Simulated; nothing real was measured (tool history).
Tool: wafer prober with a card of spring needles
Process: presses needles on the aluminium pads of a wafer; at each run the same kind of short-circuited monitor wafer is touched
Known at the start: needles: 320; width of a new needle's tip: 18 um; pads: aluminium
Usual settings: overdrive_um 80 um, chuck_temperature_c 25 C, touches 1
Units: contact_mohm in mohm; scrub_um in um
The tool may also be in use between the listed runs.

run 1 day=0.000 | overdrive_um=80 chuck_temperature_c=25 touches=1 | contact_mohm=187 scrub_um=14.17
-- day=0.125 tips cleaned on abrasive film
-- day=0.296 tips cleaned on abrasive film
run 2 day=0.371 | overdrive_um=80 chuck_temperature_c=25 touches=1 | contact_mohm=191 scrub_um=14.08
-- day=0.488 tips cleaned on abrasive film
-- day=0.667 tips cleaned on abrasive film
-- day=0.867 tips cleaned on abrasive film
run 3 day=1.004 | overdrive_um=80 chuck_temperature_c=25 touches=2 | contact_mohm=190 scrub_um=13.85
-- day=1.038 tips cleaned on abrasive film
-- day=1.233 tips cleaned on abrasive film
-- day=1.412 tips cleaned on abrasive film
run 4 day=1.412 | overdrive_um=80 chuck_temperature_c=25 touches=2 | contact_mohm=174 scrub_um=13.99
-- day=1.592 tips cleaned on abrasive film
run 5 day=1.704 | overdrive_um=80 chuck_temperature_c=25 touches=2 | contact_mohm=190 scrub_um=13.87
-- day=1.779 tips cleaned on abrasive film
-- day=1.967 tips cleaned on abrasive film
-- day=2.171 tips cleaned on abrasive film
run 6 day=2.254 | overdrive_um=80 chuck_temperature_c=25 touches=1 | contact_mohm=195 scrub_um=13.94
-- day=2.333 tips cleaned on abrasive film
-- day=2.521 tips cleaned on abrasive film
-- day=2.683 tips cleaned on abrasive film
run 7 day=2.808 | overdrive_um=80 chuck_temperature_c=25 touches=1 | contact_mohm=202 scrub_um=14.14
-- day=2.850 tips cleaned on abrasive film
-- day=3.042 tips cleaned on abrasive film
-- day=3.221 tips cleaned on abrasive film
-- day=3.425 tips cleaned on abrasive film
run 8 day=3.471 | overdrive_um=80 chuck_temperature_c=25 touches=3 | contact_mohm=179 scrub_um=13.87
-- day=3.592 tips cleaned on abrasive film
-- day=3.783 tips cleaned on abrasive film
-- day=3.946 tips cleaned on abrasive film
run 9 day=3.971 | overdrive_um=80 chuck_temperature_c=25 touches=1 | contact_mohm=182 scrub_um=13.64
-- day=4.112 tips cleaned on abrasive film
-- day=4.308 tips cleaned on abrasive film
-- day=4.471 tips cleaned on abrasive film
run 10 day=4.488 | overdrive_um=80 chuck_temperature_c=25 touches=1 | contact_mohm=178 scrub_um=13.82
-- day=4.650 tips cleaned on abrasive film
-- day=4.833 tips cleaned on abrasive film
run 11 day=4.871 | overdrive_um=80 chuck_temperature_c=25 touches=1 | contact_mohm=188 scrub_um=13.80
-- day=5.021 tips cleaned on abrasive film
run 12 day=5.146 | overdrive_um=80 chuck_temperature_c=112 touches=1 | contact_mohm=225 scrub_um=13.81
-- day=5.192 tips cleaned on abrasive film
-- day=5.388 tips cleaned on abrasive film
run 13 day=5.512 | overdrive_um=80 chuck_temperature_c=25 touches=1 | contact_mohm=208 scrub_um=13.66
-- day=5.558 tips cleaned on abrasive film
-- day=5.746 tips cleaned on abrasive film
run 14 day=5.821 | overdrive_um=91 chuck_temperature_c=25 touches=1 | contact_mohm=190 scrub_um=15.62
-- day=5.929 tips cleaned on abrasive film
-- day=6.133 tips cleaned on abrasive film
run 15 day=6.221 | overdrive_um=91 chuck_temperature_c=25 touches=1 | contact_mohm=189 scrub_um=15.90
-- day=6.304 tips cleaned on abrasive film
-- day=6.504 tips cleaned on abrasive film
-- day=6.683 tips cleaned on abrasive film
run 16 day=6.683 | overdrive_um=79 chuck_temperature_c=25 touches=1 | contact_mohm=175 scrub_um=13.81
-- day=6.862 tips cleaned on abrasive film
-- day=7.050 tips cleaned on abrasive film
-- day=7.225 tips cleaned on abrasive film
-- day=7.333 height of the first contact set anew
run 17 day=7.333 | overdrive_um=79 chuck_temperature_c=25 touches=1 | contact_mohm=198 scrub_um=14.41
-- day=7.408 tips cleaned on abrasive film
-- day=7.588 tips cleaned on abrasive film
-- day=7.779 tips cleaned on abrasive film
-- day=7.958 tips cleaned on abrasive film
run 18 day=7.958 | overdrive_um=79 chuck_temperature_c=25 touches=1 | contact_mohm=175 scrub_um=14.27
-- day=8.146 tips cleaned on abrasive film
-- day=8.329 tips cleaned on abrasive film
run 19 day=8.329 | overdrive_um=86 chuck_temperature_c=39 touches=2 | contact_mohm=177 scrub_um=15.45
-- day=8.521 tips cleaned on abrasive film
-- day=8.696 tips cleaned on abrasive film
-- day=8.883 tips cleaned on abrasive film
run 20 day=8.933 | overdrive_um=86 chuck_temperature_c=39 touches=2 | contact_mohm=183 scrub_um=15.44
-- day=9.054 tips cleaned on abrasive film
-- day=9.250 tips cleaned on abrasive film
run 21 day=9.342 | overdrive_um=80 chuck_temperature_c=119 touches=2 | contact_mohm=203 scrub_um=14.61
-- day=9.417 tips cleaned on abrasive film
-- day=9.604 tips cleaned on abrasive film
-- day=9.800 tips cleaned on abrasive film
run 22 day=9.862 | overdrive_um=80 chuck_temperature_c=31 touches=1 | contact_mohm=194 scrub_um=14.58
-- day=9.975 tips cleaned on abrasive film
-- day=10.167 tips cleaned on abrasive film
-- day=10.350 tips cleaned on abrasive film
run 23 day=10.500 | overdrive_um=63 chuck_temperature_c=81 touches=1 | contact_mohm=238 scrub_um=11.43
-- day=10.533 tips cleaned on abrasive film
-- day=10.704 tips cleaned on abrasive film
-- day=10.871 tips cleaned on abrasive film
run 24 day=10.900 | overdrive_um=78 chuck_temperature_c=28 touches=1 | contact_mohm=183 scrub_um=14.09
-- day=11.046 tips cleaned on abrasive film
-- day=11.221 tips cleaned on abrasive film
run 25 day=11.258 | overdrive_um=78 chuck_temperature_c=28 touches=1 | contact_mohm=186 scrub_um=14.01
-- day=11.396 tips cleaned on abrasive film
-- day=11.571 tips cleaned on abrasive film
run 26 day=11.633 | overdrive_um=78 chuck_temperature_c=91 touches=1 | contact_mohm=207 scrub_um=14.15
-- day=11.746 tips cleaned on abrasive film
-- day=11.921 tips cleaned on abrasive film
run 27 day=11.921 | overdrive_um=91 chuck_temperature_c=25 touches=1 | contact_mohm=173 scrub_um=16.24
-- day=12.112 tips cleaned on abrasive film
run 28 day=12.233 | overdrive_um=97 chuck_temperature_c=25 touches=1 | contact_mohm=191 scrub_um=17.62

The same runs without the tool's hidden state, with the same run-to-run variation:
The hidden state here: debris on the tips, nm; way that the needles fall short of the set height, um; tips' diameter, um; drift of the gauge itself on contact_mohm, %; drift of the gauge itself on scrub_um, %.
run=1 contact_mohm=169 scrub_um=14.78
run=2 contact_mohm=168 scrub_um=14.71
run=3 contact_mohm=169 scrub_um=14.49
run=4 contact_mohm=170 scrub_um=14.66
run=5 contact_mohm=169 scrub_um=14.54
run=6 contact_mohm=171 scrub_um=14.64
run=7 contact_mohm=168 scrub_um=14.88
run=8 contact_mohm=171 scrub_um=14.64
run=9 contact_mohm=171 scrub_um=14.42
run=10 contact_mohm=168 scrub_um=14.63
run=11 contact_mohm=172 scrub_um=14.63
run=12 contact_mohm=190 scrub_um=14.64
run=13 contact_mohm=170 scrub_um=14.51
run=14 contact_mohm=168 scrub_um=16.48
run=15 contact_mohm=166 scrub_um=16.79
run=16 contact_mohm=169 scrub_um=14.72
run=17 contact_mohm=170 scrub_um=14.41
run=18 contact_mohm=170 scrub_um=14.29
run=19 contact_mohm=174 scrub_um=15.49
run=20 contact_mohm=174 scrub_um=15.51
run=21 contact_mohm=188 scrub_um=14.70
run=22 contact_mohm=170 scrub_um=14.68
run=23 contact_mohm=186 scrub_um=11.56
run=24 contact_mohm=169 scrub_um=14.24
run=25 contact_mohm=170 scrub_um=14.18
run=26 contact_mohm=182 scrub_um=14.33
run=27 contact_mohm=170 scrub_um=16.44
run=28 contact_mohm=167 scrub_um=17.83
